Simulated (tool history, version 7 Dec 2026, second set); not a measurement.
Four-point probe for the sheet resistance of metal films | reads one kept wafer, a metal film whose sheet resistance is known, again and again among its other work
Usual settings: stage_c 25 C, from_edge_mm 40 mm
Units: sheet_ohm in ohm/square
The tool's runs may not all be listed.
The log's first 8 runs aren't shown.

run,hour,stage_c,from_edge_mm,sheet_ohm
9,94,19,40,6.131665
10,100.6,19,40,6.131562
11,107.1,19,40,6.133215
12,116.3,19,4,6.328425
13,128.3,19,4,6.330108
14,138.3,19,4,6.331435
15,152.7,19,4,6.329779
16,166.5,25,40,6.085963
17,176,25,40,6.083764
18,184.7,19,40,6.134068
19,198.7,19,40,6.133441
20,208.5,30,40,6.043617
21,220.5,30,40,6.045721
22,230.7,25,62,6.08259
23,242.9,25,62,6.084447
24,258.5,20,22,6.13153
25,270.5,21,7,6.183515

Run 26 comes next. What will it give?
26,281.9,24,10,?

Run 26 gave sheet_ohm 6.12654 ohm/square.
Without the tool's hidden state the same run would have given sheet_ohm 6.12649 ohm/square.

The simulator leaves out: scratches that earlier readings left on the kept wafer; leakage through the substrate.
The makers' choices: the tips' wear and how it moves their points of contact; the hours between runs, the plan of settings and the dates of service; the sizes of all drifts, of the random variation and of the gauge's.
